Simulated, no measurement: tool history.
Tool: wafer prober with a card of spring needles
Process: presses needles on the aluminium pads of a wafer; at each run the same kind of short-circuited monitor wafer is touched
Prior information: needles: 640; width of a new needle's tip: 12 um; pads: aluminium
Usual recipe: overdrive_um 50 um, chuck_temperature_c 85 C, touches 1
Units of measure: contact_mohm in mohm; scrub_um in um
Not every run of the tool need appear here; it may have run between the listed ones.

{"run": 1, "hour": 0.0, "overdrive_um": 50, "chuck_temperature_c": 85, "touches": 1, "contact_mohm": 279, "scrub_um": 10.19}
{"hour": 40.2, "done": "tips cleaned on abrasive film"}
{"run": 2, "hour": 55.8, "overdrive_um": 50, "chuck_temperature_c": 85, "touches": 1, "contact_mohm": 276, "scrub_um": 10.22}
{"hour": 77.8, "done": "tips cleaned on abrasive film"}
{"run": 3, "hour": 108.1, "overdrive_um": 50, "chuck_temperature_c": 85, "touches": 1, "contact_mohm": 276, "scrub_um": 10.19}
{"hour": 117.0, "done": "tips cleaned on abrasive film"}
{"hour": 154.7, "done": "tips cleaned on abrasive film"}
{"run": 4, "hour": 158.7, "overdrive_um": 50, "chuck_temperature_c": 85, "touches": 1, "contact_mohm": 277, "scrub_um": 10.25}
{"hour": 192.4, "done": "tips cleaned on abrasive film"}
{"run": 5, "hour": 217.5, "overdrive_um": 37, "chuck_temperature_c": 85, "touches": 1, "contact_mohm": 276, "scrub_um": 7.57}
{"hour": 231.7, "done": "tips cleaned on abrasive film"}
{"run": 6, "hour": 261.4, "overdrive_um": 37, "chuck_temperature_c": 85, "touches": 1, "contact_mohm": 282, "scrub_um": 7.63}
{"hour": 271.0, "done": "tips cleaned on abrasive film"}
{"run": 7, "hour": 289.9, "overdrive_um": 49, "chuck_temperature_c": 85, "touches": 1, "contact_mohm": 275, "scrub_um": 10.02}
{"hour": 309.4, "done": "tips cleaned on abrasive film"}
{"hour": 349.8, "done": "tips cleaned on abrasive film"}
{"run": 8, "hour": 351.8, "overdrive_um": 49, "chuck_temperature_c": 85, "touches": 1, "contact_mohm": 274, "scrub_um": 9.97}
{"hour": 386.7, "done": "tips cleaned on abrasive film"}
{"run": 9, "hour": 417.1, "overdrive_um": 49, "chuck_temperature_c": 85, "touches": 1, "contact_mohm": 277, "scrub_um": 10.02}
{"hour": 426.0, "done": "tips cleaned on abrasive film"}
{"hour": 465.1, "done": "tips cleaned on abrasive film"}
{"run": 10, "hour": 467.1, "overdrive_um": 49, "chuck_temperature_c": 85, "touches": 1, "contact_mohm": 279, "scrub_um": 10.05}
{"hour": 501.8, "done": "tips cleaned on abrasive film"}
{"run": 11, "hour": 505.7, "overdrive_um": 50, "chuck_temperature_c": 85, "touches": 1, "contact_mohm": 279, "scrub_um": 10.32}
{"hour": 540.4, "done": "tips cleaned on abrasive film"}
{"run": 12, "hour": 540.4, "overdrive_um": 50, "chuck_temperature_c": 85, "touches": 1, "contact_mohm": 274, "scrub_um": 10.26}
{"hour": 581.3, "done": "tips cleaned on abrasive film"}
{"run": 13, "hour": 592.9, "overdrive_um": 45, "chuck_temperature_c": 85, "touches": 1, "contact_mohm": 277, "scrub_um": 9.2}
{"hour": 622.9, "done": "tips cleaned on abrasive film"}
{"run": 14, "hour": 652.6, "overdrive_um": 47, "chuck_temperature_c": 85, "touches": 1, "contact_mohm": 277, "scrub_um": 9.64}
{"hour": 663.5, "done": "tips cleaned on abrasive film"}
{"hour": 702.1, "done": "tips cleaned on abrasive film"}
{"run": 15, "hour": 702.1, "overdrive_um": 48, "chuck_temperature_c": 85, "touches": 1, "contact_mohm": 276, "scrub_um": 9.94}
{"hour": 742.6, "done": "tips cleaned on abrasive film"}
{"run": 16, "hour": 749.2, "overdrive_um": 50, "chuck_temperature_c": 85, "touches": 2, "contact_mohm": 276, "scrub_um": 10.31}
{"hour": 780.0, "done": "tips cleaned on abrasive film"}
{"run": 17, "hour": 799.5, "overdrive_um": 50, "chuck_temperature_c": 85, "touches": 2, "contact_mohm": 281, "scrub_um": 10.32}
{"hour": 816.2, "done": "tips cleaned on abrasive film"}
{"run": 18, "hour": 831.9, "overdrive_um": 65, "chuck_temperature_c": 27, "touches": 1, "contact_mohm": 259, "scrub_um": 13.37}
{"hour": 856.5, "done": "tips cleaned on abrasive film"}
{"run": 19, "hour": 874.8, "overdrive_um": 47, "chuck_temperature_c": 29, "touches": 3, "contact_mohm": 260, "scrub_um": 9.76}
{"hour": 892.8, "done": "tips cleaned on abrasive film"}
{"hour": 929.9, "done": "tips cleaned on abrasive film"}
{"run": 20, "hour": 929.9, "overdrive_um": 47, "chuck_temperature_c": 29, "touches": 3, "contact_mohm": 262, "scrub_um": 9.77}
{"hour": 946.1, "done": "height of the first contact set anew"}
{"run": 21, "hour": 957.6, "overdrive_um": 47, "chuck_temperature_c": 29, "touches": 1, "contact_mohm": 262, "scrub_um": 9.72}
{"hour": 968.8, "done": "tips cleaned on abrasive film"}
{"run": 22, "hour": 991.6, "overdrive_um": 50, "chuck_temperature_c": 85, "touches": 3, "contact_mohm": 274, "scrub_um": 10.36}
{"hour": 1008.4, "done": "tips cleaned on abrasive film"}
{"run": 23, "hour": 1034.7, "overdrive_um": 50, "chuck_temperature_c": 85, "touches": 3, "contact_mohm": 278, "scrub_um": 10.33}
{"hour": 1046.2, "done": "tips cleaned on abrasive film"}
{"run": 24, "hour": 1082.0, "overdrive_um": 56, "chuck_temperature_c": 109, "touches": 1, "contact_mohm": 282, "scrub_um": 11.71}
{"hour": 1085.1, "done": "tips cleaned on abrasive film"}
{"hour": 1121.3, "done": "tips cleaned on abrasive film"}
{"run": 25, "hour": 1124.9, "overdrive_um": 50, "chuck_temperature_c": 117, "touches": 3, "contact_mohm": 286, "scrub_um": 10.38}
{"hour": 1160.5, "done": "tips cleaned on abrasive film"}
{"run": 26, "hour": 1191.3, "overdrive_um": 50, "chuck_temperature_c": 117, "touches": 3, "contact_mohm": 288, "scrub_um": 10.4}
{"hour": 1197.6, "done": "tips cleaned on abrasive film"}
{"hour": 1234.6, "done": "tips cleaned on abrasive film"}
{"run": 27, "hour": 1237.8, "overdrive_um": 50, "chuck_temperature_c": 35, "touches": 2, "contact_mohm": 259, "scrub_um": 10.41}
{"hour": 1273.6, "done": "tips cleaned on abrasive film"}
{"run": 28, "hour": 1293.1, "overdrive_um": 53, "chuck_temperature_c": 108, "touches": 2, "contact_mohm": 279, "scrub_um": 11.05}
{"hour": 1314.4, "done": "tips cleaned on abrasive film"}
{"run": 29, "hour": 1338.1, "overdrive_um": 53, "chuck_temperature_c": 108, "touches": 2, "contact_mohm": 281, "scrub_um": 11.02}
{"hour": 1353.8, "done": "tips cleaned on abrasive film"}
{"run": 30, "hour": 1388.4, "overdrive_um": 42, "chuck_temperature_c": 37, "touches": 2, "contact_mohm": 263, "scrub_um": 8.81}
{"hour": 1391.7, "done": "tips cleaned on abrasive film"}
{"hour": 1428.7, "done": "tips cleaned on abrasive film"}
{"run": 31, "hour": 1449.3, "overdrive_um": 66, "chuck_temperature_c": 93, "touches": 3, "contact_mohm": 275, "scrub_um": 13.76}
{"hour": 1465.7, "done": "tips cleaned on abrasive film"}
{"run": 32, "hour": 1478.1, "overdrive_um": 50, "chuck_temperature_c": 42, "touches": 2, "contact_mohm": 266, "scrub_um": 10.44}

The logged runs with the hidden state left out (each run's random variation unchanged):
Hidden conditions of the tool in this case: debris on the tips, nm; way that the needles fall short of the set height, um; tips' diameter, um; drift of the gauge itself on contact_mohm, %; drift of the gauge itself on scrub_um, %.
run=1 scrub_um=10.20
run=2 scrub_um=10.21
run=3 scrub_um=10.18
run=4 scrub_um=10.23
run=5 scrub_um=7.55
run=6 scrub_um=7.60
run=7 scrub_um=9.98
run=8 scrub_um=9.92
run=9 scrub_um=9.95
run=10 scrub_um=9.98
run=11 scrub_um=10.24
run=12 scrub_um=10.18
run=13 scrub_um=9.12
run=14 scrub_um=9.54
run=15 scrub_um=9.84
run=16 scrub_um=10.19
run=17 scrub_um=10.20
run=18 scrub_um=13.20
run=19 scrub_um=9.64
run=20 scrub_um=9.63
run=21 scrub_um=9.58
run=22 scrub_um=10.21
run=23 scrub_um=10.17
run=24 scrub_um=11.52
run=25 scrub_um=10.21
run=26 scrub_um=10.21
run=27 scrub_um=10.22
run=28 scrub_um=10.84
run=29 scrub_um=10.80
run=30 scrub_um=8.63
run=31 scrub_um=13.47
run=32 scrub_um=10.21
contact_mohm: at most 1 mohm away from the measurement, every run.
